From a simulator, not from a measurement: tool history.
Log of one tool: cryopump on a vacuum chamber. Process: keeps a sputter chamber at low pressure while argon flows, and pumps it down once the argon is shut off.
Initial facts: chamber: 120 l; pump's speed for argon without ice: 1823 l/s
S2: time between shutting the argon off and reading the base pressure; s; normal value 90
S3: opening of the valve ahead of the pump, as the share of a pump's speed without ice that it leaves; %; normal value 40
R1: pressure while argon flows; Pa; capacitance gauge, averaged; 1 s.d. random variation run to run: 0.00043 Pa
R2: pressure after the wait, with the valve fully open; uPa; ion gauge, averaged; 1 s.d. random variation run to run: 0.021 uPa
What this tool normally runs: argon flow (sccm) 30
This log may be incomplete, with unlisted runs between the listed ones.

{"run": 1, "day": 0.0, "argon flow (sccm)": 30, "S2": 90, "S3": 40, "R1": 0.0712, "R2": 1.64}
{"run": 2, "day": 1.392, "argon flow (sccm)": 30, "S2": 90, "S3": 40, "R1": 0.0712, "R2": 1.54}
{"run": 3, "day": 3.292, "argon flow (sccm)": 30, "S2": 90, "S3": 40, "R1": 0.0721, "R2": 1.6}
{"run": 4, "day": 4.496, "argon flow (sccm)": 30, "S2": 90, "S3": 40, "R1": 0.0715, "R2": 1.62}
{"run": 5, "day": 6.196, "argon flow (sccm)": 30, "S2": 90, "S3": 40, "R1": 0.0722, "R2": 1.66}
{"run": 6, "day": 7.733, "argon flow (sccm)": 30, "S2": 90, "S3": 27, "R1": 0.1046, "R2": 1.64}
{"run": 7, "day": 9.412, "argon flow (sccm)": 18, "S2": 87, "S3": 27, "R1": 0.0644, "R2": 1.69}
{"run": 8, "day": 10.704, "argon flow (sccm)": 29, "S2": 20, "S3": 27, "R1": 0.1028, "R2": 2.66}
{"run": 9, "day": 12.488, "argon flow (sccm)": 13, "S2": 41, "S3": 27, "R1": 0.0463, "R2": 2.02}
{"run": 10, "day": 13.304, "argon flow (sccm)": 27, "S2": 67, "S3": 39, "R1": 0.0668, "R2": 1.79}

Alternative continuations, all from the tool just after run 10; predict every row:
{"run": "A", "day": 14.767, "argon flow (sccm)": 30, "S2": 90, "S3": 38, "R1": "?", "R2": "?"}
{"run": "B", "day": 14.767, "argon flow (sccm)": 48, "S2": 90, "S3": 40, "R1": "?", "R2": "?"}
{"run": "C", "day": 14.767, "argon flow (sccm)": 18, "S2": 135, "S3": 49, "R1": "?", "R2": "?"}
{"run": "D", "day": 14.767, "argon flow (sccm)": 27, "S2": 67, "S3": 56, "R1": "?", "R2": "?"}
{"run": "E", "day": 14.767, "argon flow (sccm)": 37, "S2": 185, "S3": 20, "R1": "?", "R2": "?"}

run=A R1=0.0760 R2=1.65
run=B R1=0.1160 R2=1.73
run=C R1=0.0358 R2=1.58
run=D R1=0.0474 R2=1.81
run=E R1=0.1746 R2=1.58
The same runs, with their run-to-run variation unchanged, on a tool lacking any hidden condition would have given:
run=A R1=0.0729 R2=0.39
run=B R1=0.1111 R2=0.46
run=C R1=0.0340 R2=0.33
run=D R1=0.0446 R2=0.53
run=E R1=0.1709 R2=0.31
